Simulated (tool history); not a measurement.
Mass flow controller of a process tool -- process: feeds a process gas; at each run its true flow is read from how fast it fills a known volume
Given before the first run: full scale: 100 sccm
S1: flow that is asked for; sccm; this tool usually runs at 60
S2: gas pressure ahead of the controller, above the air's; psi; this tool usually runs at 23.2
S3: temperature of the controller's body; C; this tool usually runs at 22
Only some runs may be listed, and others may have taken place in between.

{"run": 1, "hour": 0.0, "S1": 60, "S2": 23.2, "S3": 22, "true flow (%)": 96.58}
{"run": 2, "hour": 282.1, "S1": 60, "S2": 23.2, "S3": 22, "true flow (%)": 96.5}
{"run": 3, "hour": 583.4, "S1": 60, "S2": 23.2, "S3": 22, "true flow (%)": 96.41}
{"run": 4, "hour": 746.3, "S1": 14, "S2": 23.2, "S3": 22, "true flow (%)": 90.89}
{"run": 5, "hour": 892.8, "S1": 32, "S2": 23.2, "S3": 22, "true flow (%)": 94.29}
{"run": 6, "hour": 1098.9, "S1": 32, "S2": 23.2, "S3": 22, "true flow (%)": 94.29}
{"run": 7, "hour": 1367.6, "S1": 60, "S2": 23.2, "S3": 36, "true flow (%)": 97.32}
{"run": 8, "hour": 1520.8, "S1": 66, "S2": 23.2, "S3": 22, "true flow (%)": 96.27}
{"run": 9, "hour": 1778.4, "S1": 60, "S2": 23.2, "S3": 22, "true flow (%)": 95.65}
{"run": 10, "hour": 1936.5, "S1": 60, "S2": 23.2, "S3": 22, "true flow (%)": 95.55}
{"run": 11, "hour": 2099.9, "S1": 60, "S2": 23.2, "S3": 22, "true flow (%)": 95.58}
{"run": 12, "hour": 2294.8, "S1": 60, "S2": 23.2, "S3": 22, "true flow (%)": 95.4}
{"run": 13, "hour": 2463.5, "S1": 60, "S2": 23.2, "S3": 22, "true flow (%)": 95.23}
{"run": 14, "hour": 2734.5, "S1": 60, "S2": 23.2, "S3": 22, "true flow (%)": 95.08}
{"run": 15, "hour": 2945.8, "S1": 60, "S2": 23.2, "S3": 22, "true flow (%)": 95.13}
{"run": 16, "hour": 3192.9, "S1": 55, "S2": 23.2, "S3": 22, "true flow (%)": 94.59}
{"run": 17, "hour": 3335.3, "S1": 60, "S2": 23.2, "S3": 22, "true flow (%)": 94.8}
{"run": 18, "hour": 3525.7, "S1": 60, "S2": 23.2, "S3": 22, "true flow (%)": 96.83}
{"run": 19, "hour": 3670.6, "S1": 60, "S2": 23.2, "S3": 22, "true flow (%)": 96.67}
{"run": 20, "hour": 3868.6, "S1": 60, "S2": 20.5, "S3": 22, "true flow (%)": 96.57}
{"run": 21, "hour": 4098.0, "S1": 60, "S2": 22.9, "S3": 22, "true flow (%)": 96.51}
{"run": 22, "hour": 4304.0, "S1": 60, "S2": 22.9, "S3": 22, "true flow (%)": 96.47}
{"run": 23, "hour": 4438.3, "S1": 11, "S2": 27.3, "S3": 34, "true flow (%)": 94.7}
{"run": 24, "hour": 4754.4, "S1": 11, "S2": 28.6, "S3": 22, "true flow (%)": 92.93}
{"run": 25, "hour": 5022.1, "S1": 11, "S2": 28.6, "S3": 22, "true flow (%)": 92.4}
{"run": 26, "hour": 5263.2, "S1": 11, "S2": 28.6, "S3": 22, "true flow (%)": 91.74}
{"run": 27, "hour": 5445.7, "S1": 11, "S2": 23.9, "S3": 22, "true flow (%)": 91.55}
{"run": 28, "hour": 5755.4, "S1": 44, "S2": 23.2, "S3": 22, "true flow (%)": 94.96}
{"run": 29, "hour": 5942.5, "S1": 44, "S2": 23.2, "S3": 22, "true flow (%)": 94.89}
{"run": 30, "hour": 6227.6, "S1": 15, "S2": 28.9, "S3": 27, "true flow (%)": 91.99}
{"run": 31, "hour": 6406.7, "S1": 43, "S2": 21.5, "S3": 32, "true flow (%)": 95.43}
{"run": 32, "hour": 6549.3, "S1": 10, "S2": 23.2, "S3": 37, "true flow (%)": 90.22}
{"run": 33, "hour": 6751.1, "S1": 74, "S2": 37.6, "S3": 39, "true flow (%)": 100.82}
{"run": 34, "hour": 6941.1, "S1": 60, "S2": 23.2, "S3": 23, "true flow (%)": 98.57}
{"run": 35, "hour": 7240.1, "S1": 17, "S2": 38.1, "S3": 39, "true flow (%)": 98.45}
{"run": 36, "hour": 7463.3, "S1": 18, "S2": 20.6, "S3": 38, "true flow (%)": 97.94}
{"run": 37, "hour": 7713.5, "S1": 69, "S2": 29.6, "S3": 38, "true flow (%)": 99.96}
{"run": 38, "hour": 7845.7, "S1": 15, "S2": 34.7, "S3": 24, "true flow (%)": 95.93}
{"run": 39, "hour": 8043.9, "S1": 10, "S2": 23.2, "S3": 22, "true flow (%)": 94.07}
{"run": 40, "hour": 8286.7, "S1": 10, "S2": 23.2, "S3": 22, "true flow (%)": 93.53}
{"run": 41, "hour": 8508.2, "S1": 10, "S2": 40.2, "S3": 25, "true flow (%)": 93.65}
{"run": 42, "hour": 8715.2, "S1": 60, "S2": 38.7, "S3": 35, "true flow (%)": 98.79}
{"run": 43, "hour": 8940.1, "S1": 60, "S2": 38.7, "S3": 35, "true flow (%)": 98.81}
{"run": 44, "hour": 9144.1, "S1": 60, "S2": 21.6, "S3": 22, "true flow (%)": 97.15}

Removed from this log: 2 entries logged between the listed runs. Between which two listed runs does each belong, and how does the tool's hidden state at the listed run before it compare with that at the listed run after it?
Run 17 -> run 18: controller's zero set anew (hour 3380.7)
  flow at rest that the sensor doesn't see, % of full scale: -1.243 -> -0.033; true flow over the shown one, %: -1.63 -> -1.67
  difference, measured minus the result without the unlogged condition, true flow (%): -3.70 -> -1.73
Run 32 -> run 33: controller exchanged for a calibrated one (hour 6651.3)
  flow at rest that the sensor doesn't see, % of full scale: -0.603 -> -0.029; true flow over the shown one, %: -2.36 -> 0.02
  difference, measured minus the result without the unlogged condition, true flow (%): -8.39 -> -0.02
